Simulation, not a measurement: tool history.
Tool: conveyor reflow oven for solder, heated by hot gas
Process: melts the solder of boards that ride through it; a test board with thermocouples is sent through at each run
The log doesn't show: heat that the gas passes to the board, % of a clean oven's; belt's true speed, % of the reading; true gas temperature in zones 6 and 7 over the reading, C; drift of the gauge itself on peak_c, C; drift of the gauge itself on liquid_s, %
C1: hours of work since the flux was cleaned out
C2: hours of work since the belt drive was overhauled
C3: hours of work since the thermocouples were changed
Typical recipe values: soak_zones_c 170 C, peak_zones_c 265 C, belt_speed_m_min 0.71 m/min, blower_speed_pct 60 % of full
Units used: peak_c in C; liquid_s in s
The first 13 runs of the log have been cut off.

run 14 hour=607.7 | soak_zones_c=170 peak_zones_c=265 belt_speed_m_min=0.71 blower_speed_pct=60 | C1=395 C2=345 C3=345 | peak_c=248 liquid_s=35.7
-- hour=641.3 flux residue cleaned out of gas plates and filters
run 15 hour=662.2 | soak_zones_c=170 peak_zones_c=265 belt_speed_m_min=0.71 blower_speed_pct=60 | C1=11 C2=371 C3=371 | peak_c=248.8 liquid_s=35.2
run 16 hour=725.1 | soak_zones_c=181 peak_zones_c=265 belt_speed_m_min=0.71 blower_speed_pct=60 | C1=44 C2=404 C3=404 | peak_c=251.6 liquid_s=39.4
run 17 hour=785.8 | soak_zones_c=177 peak_zones_c=265 belt_speed_m_min=0.67 blower_speed_pct=61 | C1=77 C2=436 C3=436 | peak_c=252.2 liquid_s=41.4
run 18 hour=832.1 | soak_zones_c=177 peak_zones_c=265 belt_speed_m_min=0.67 blower_speed_pct=61 | C1=101 C2=461 C3=461 | peak_c=252 liquid_s=41.5
run 19 hour=881 | soak_zones_c=161 peak_zones_c=265 belt_speed_m_min=0.71 blower_speed_pct=85 | C1=127 C2=487 C3=487 | peak_c=253.4 liquid_s=37.9
run 20 hour=941.4 | soak_zones_c=161 peak_zones_c=265 belt_speed_m_min=0.71 blower_speed_pct=85 | C1=159 C2=519 C3=519 | peak_c=253.8 liquid_s=36.8
run 21 hour=1009.3 | soak_zones_c=161 peak_zones_c=265 belt_speed_m_min=0.71 blower_speed_pct=85 | C1=195 C2=555 C3=555 | peak_c=254.3 liquid_s=37.4
run 22 hour=1069.2 | soak_zones_c=161 peak_zones_c=265 belt_speed_m_min=0.71 blower_speed_pct=85 | C1=227 C2=586 C3=586 | peak_c=254 liquid_s=37.3
run 23 hour=1110.2 | soak_zones_c=165 peak_zones_c=264 belt_speed_m_min=0.722 blower_speed_pct=59 | C1=248 C2=608 C3=608 | peak_c=245.8 liquid_s=31.6
run 24 hour=1148.5 | soak_zones_c=171 peak_zones_c=266 belt_speed_m_min=0.71 blower_speed_pct=60 | C1=269 C2=628 C3=628 | peak_c=249.8 liquid_s=36.1
run 25 hour=1208.4 | soak_zones_c=161 peak_zones_c=265 belt_speed_m_min=0.71 blower_speed_pct=59 | C1=301 C2=660 C3=660 | peak_c=246.5 liquid_s=32
run 26 hour=1247.9 | soak_zones_c=178 peak_zones_c=273 belt_speed_m_min=0.689 blower_speed_pct=68 | C1=321 C2=681 C3=681 | peak_c=259.7 liquid_s=43.4
run 27 hour=1317.9 | soak_zones_c=172 peak_zones_c=265 belt_speed_m_min=0.649 blower_speed_pct=60 | C1=359 C2=718 C3=718 | peak_c=251.5 liquid_s=41
run 28 hour=1375 | soak_zones_c=172 peak_zones_c=265 belt_speed_m_min=0.649 blower_speed_pct=60 | C1=389 C2=748 C3=748 | peak_c=251.5 liquid_s=40.9
-- hour=1420.4 flux residue cleaned out of gas plates and filters
run 29 hour=1428.3 | soak_zones_c=172 peak_zones_c=265 belt_speed_m_min=0.649 blower_speed_pct=60 | C1=4 C2=774 C3=774 | peak_c=252.1 liquid_s=41.6
run 30 hour=1457.7 | soak_zones_c=172 peak_zones_c=265 belt_speed_m_min=0.649 blower_speed_pct=60 | C1=20 C2=790 C3=790 | peak_c=251.6 liquid_s=41.5

Each row is a separate what-if for the run after 30, all from the same tool condition, not one after another. Results?
run A hour=1518 | soak_zones_c=161 peak_zones_c=265 belt_speed_m_min=0.71 blower_speed_pct=63 | C1=52 C2=822 C3=822 | peak_c=? liquid_s=?
run B hour=1518 | soak_zones_c=172 peak_zones_c=265 belt_speed_m_min=0.649 blower_speed_pct=71 | C1=52 C2=822 C3=822 | peak_c=? liquid_s=?
run C hour=1518 | soak_zones_c=172 peak_zones_c=265 belt_speed_m_min=0.8 blower_speed_pct=60 | C1=52 C2=822 C3=822 | peak_c=? liquid_s=?

run=A peak_c=248.3 liquid_s=33.3
run=B peak_c=254.1 liquid_s=43.5
run=C peak_c=245 liquid_s=28.4
Without the tool's hidden state the same runs would have given:
run=A peak_c=248.3 liquid_s=33.3
run=B peak_c=254 liquid_s=43.5
run=C peak_c=244.9 liquid_s=28.4
